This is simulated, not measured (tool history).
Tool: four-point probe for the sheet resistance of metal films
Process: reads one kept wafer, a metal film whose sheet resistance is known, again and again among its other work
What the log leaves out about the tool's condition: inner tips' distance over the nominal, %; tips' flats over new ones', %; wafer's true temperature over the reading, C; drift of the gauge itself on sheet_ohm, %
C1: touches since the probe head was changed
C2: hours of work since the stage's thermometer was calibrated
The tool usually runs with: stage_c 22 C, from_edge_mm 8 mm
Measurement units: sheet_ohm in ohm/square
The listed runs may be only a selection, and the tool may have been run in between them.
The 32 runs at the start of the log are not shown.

{"run": 33, "hour": 569.9, "stage_c": 21, "from_edge_mm": 5, "C1": 53705, "C2": 530, "sheet_ohm": 0.313322}
{"run": 34, "hour": 590.4, "stage_c": 21, "from_edge_mm": 5, "C1": 54247, "C2": 541, "sheet_ohm": 0.313379}
{"run": 35, "hour": 600.8, "stage_c": 21, "from_edge_mm": 5, "C1": 54522, "C2": 546, "sheet_ohm": 0.313248}
{"run": 36, "hour": 620.2, "stage_c": 21, "from_edge_mm": 5, "C1": 55032, "C2": 556, "sheet_ohm": 0.313276}
{"run": 37, "hour": 640.2, "stage_c": 34, "from_edge_mm": 5, "C1": 55561, "C2": 566, "sheet_ohm": 0.311656}
{"run": 38, "hour": 651.3, "stage_c": 24, "from_edge_mm": 20, "C1": 55852, "C2": 572, "sheet_ohm": 0.31036}
{"run": 39, "hour": 670.3, "stage_c": 18, "from_edge_mm": 28, "C1": 56355, "C2": 582, "sheet_ohm": 0.311051}
{"run": 40, "hour": 695.2, "stage_c": 29, "from_edge_mm": 7, "C1": 57012, "C2": 595, "sheet_ohm": 0.310811}
{"run": 41, "hour": 711.6, "stage_c": 29, "from_edge_mm": 7, "C1": 57442, "C2": 603, "sheet_ohm": 0.310882}
{"run": 42, "hour": 729.3, "stage_c": 22, "from_edge_mm": 8, "C1": 57911, "C2": 612, "sheet_ohm": 0.311551}
{"run": 43, "hour": 747.8, "stage_c": 18, "from_edge_mm": 24, "C1": 58397, "C2": 621, "sheet_ohm": 0.31116}
{"run": 44, "hour": 760.0, "stage_c": 18, "from_edge_mm": 24, "C1": 58721, "C2": 628, "sheet_ohm": 0.311194}
{"run": 45, "hour": 771.8, "stage_c": 18, "from_edge_mm": 24, "C1": 59032, "C2": 634, "sheet_ohm": 0.311155}

Below are 3 alternative next runs, each starting from the tool's condition after run 45. Predict each:
{"run": "A", "hour": 791.6, "stage_c": 19, "from_edge_mm": 37, "C1": 59553, "C2": 644, "sheet_ohm": "?"}
{"run": "B", "hour": 791.6, "stage_c": 23, "from_edge_mm": 67, "C1": 59553, "C2": 644, "sheet_ohm": "?"}
{"run": "C", "hour": 791.6, "stage_c": 33, "from_edge_mm": 8, "C1": 59553, "C2": 644, "sheet_ohm": "?"}

run=A sheet_ohm=0.310910
run=B sheet_ohm=0.310422
run=C sheet_ohm=0.310136
Stripped of hidden state, with their random variation kept, the same runs would have yielded:
run=A sheet_ohm=0.310878
run=B sheet_ohm=0.310390
run=C sheet_ohm=0.310104

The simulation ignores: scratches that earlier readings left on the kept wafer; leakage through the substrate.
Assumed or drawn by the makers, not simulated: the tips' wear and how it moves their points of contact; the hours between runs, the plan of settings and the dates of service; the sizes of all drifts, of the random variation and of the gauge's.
